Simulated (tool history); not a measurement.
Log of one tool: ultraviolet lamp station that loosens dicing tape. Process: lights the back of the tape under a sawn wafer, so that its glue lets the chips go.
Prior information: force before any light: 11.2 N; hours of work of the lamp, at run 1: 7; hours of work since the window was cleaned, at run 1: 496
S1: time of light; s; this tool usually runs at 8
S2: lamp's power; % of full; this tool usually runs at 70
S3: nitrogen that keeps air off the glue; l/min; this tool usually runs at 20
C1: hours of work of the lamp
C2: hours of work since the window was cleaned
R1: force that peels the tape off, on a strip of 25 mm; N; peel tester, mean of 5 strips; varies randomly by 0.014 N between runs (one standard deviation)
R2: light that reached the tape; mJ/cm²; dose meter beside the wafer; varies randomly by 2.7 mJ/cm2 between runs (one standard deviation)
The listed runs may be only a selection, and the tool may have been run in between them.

run,hour,S1,S2,S3,C1,C2,R1,R2
1,0,8,70,20,7,496,0.966,313
2,11.6,8,70,10,13,502,1.704,313
3,23.5,8,70,20,18,507,0.962,315
4,33.6,8,70,20,23,512,0.987,309
5,43.8,8,70,20,28,517,0.978,311
6,56.7,8,70,20,35,524,1.02,310
7,65.3,8,70,20,39,528,0.992,310
8,71.2,8,70,20,42,531,1.018,311
9,79.7,8,70,17,46,535,1.112,303
10,90.8,8,70,17,51,540,1.191,306
11,100.6,8,70,17,56,545,1.182,310
12,109.3,8,70,17,60,549,1.185,301
13,123.4,8,70,17,67,556,1.204,305
# hour 124.7: window cleaned of glue's vapour
14,135.1,8,70,8,73,5,2.336,282
15,146.1,8,70,8,78,10,2.329,286
16,154.2,8,70,8,82,14,2.392,285
17,164.2,8,70,8,87,19,2.402,282
18,171.2,8,70,20,91,23,1.195,276
# hour 173: window cleaned of glue's vapour, once more
19,182.9,8,70,20,96,5,0.739,355
20,191.6,4,99,9,100,9,2.585,251
21,205.8,8,70,31,107,16,0.503,352
22,214.3,5,70,20,111,20,1.952,217
23,227.2,8,70,26,118,27,0.601,347
24,240.4,6,70,7,124,33,2.74,264
25,250,4,76,16,129,38,2.701,186
26,257.1,4,87,11,132,41,2.868,217
27,263,4,87,11,135,44,2.823,214
28,274.7,4,76,7,141,50,4.189,188
29,287.2,8,95,16,147,56,0.443,469
30,294.3,15,70,20,151,59,0.19,650
31,306,5,74,15,156,65,2.184,231
32,316.1,11,96,20,161,70,0.197,644
33,328.4,6,80,20,167,76,1.129,291
34,341,10,91,8,173,82,0.64,551
35,348.7,10,91,8,177,86,0.637,550

5 ways to go on from here, each from the tool as it stands after run 35. What would each give?
A,362.7,12,70,20,184,93,?,?
B,362.7,9,91,20,184,93,?,?
C,362.7,14,93,9,184,93,?,?
D,362.7,8,80,20,184,93,?,?
E,362.7,4,67,20,184,93,?,?

run,R1,R2
A,0.307,506
B,0.333,493
C,0.254,788
D,0.591,388
E,3.003,165
Take away the tool's hidden state, keep each run's random variation, and the runs would have read:
run,R1,R2
A,0.256,552
B,0.277,537
C,0.218,859
D,0.479,423
E,2.677,179

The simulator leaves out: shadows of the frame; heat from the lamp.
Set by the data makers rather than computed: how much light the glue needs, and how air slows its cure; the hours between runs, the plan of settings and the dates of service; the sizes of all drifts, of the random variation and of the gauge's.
